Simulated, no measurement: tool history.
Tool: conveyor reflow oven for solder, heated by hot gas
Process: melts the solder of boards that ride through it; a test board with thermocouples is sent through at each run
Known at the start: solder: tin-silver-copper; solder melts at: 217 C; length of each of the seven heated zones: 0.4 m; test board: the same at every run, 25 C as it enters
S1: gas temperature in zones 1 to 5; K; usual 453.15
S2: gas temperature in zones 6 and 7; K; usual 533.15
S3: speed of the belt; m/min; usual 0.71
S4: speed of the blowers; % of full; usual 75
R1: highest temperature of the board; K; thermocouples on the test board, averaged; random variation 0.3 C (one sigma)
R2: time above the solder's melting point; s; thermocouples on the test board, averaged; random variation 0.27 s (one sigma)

Run 1, hour 0.0: usual settings. Result: R1 516.55 K, R2 46.2 s.
Run 2, hour 21.5: usual settings. Result: R1 517.45 K, R2 46.3 s.
At hour 47.9: flux residue cleaned out of gas plates and filters.
Run 3, hour 48.9: usual settings. Result: R1 517.85 K, R2 46.4 s.
Run 4, hour 66.2: usual settings but S1 460.15 K. Result: R1 518.25 K, R2 50.1 s.
Run 5, hour 85.3: usual settings but S1 460.15 K. Result: R1 518.45 K, R2 50.1 s.
Run 6, hour 101.3: usual settings but S4 50 % of full. Result: R1 508.35 K, R2 34.5 s.
Run 7, hour 116.0: usual settings but S2 536.15 K. Result: R1 520.05 K, R2 48.0 s.
Run 8, hour 138.3: usual settings but S2 536.15 K. Result: R1 519.75 K, R2 48.5 s.

The next listed run, before its measurement:
Run 9, hour 154.8: usual settings but S1 465.15 K, S2 542.15 K, S3 0.60 m/min. Result: R1 ?, R2 ?.

{"run 9": {"R1": 531.05, "R2": 71.6}}
Without the tool's hidden state the same run would have given R1 531.15 K, R2 71.6 s.
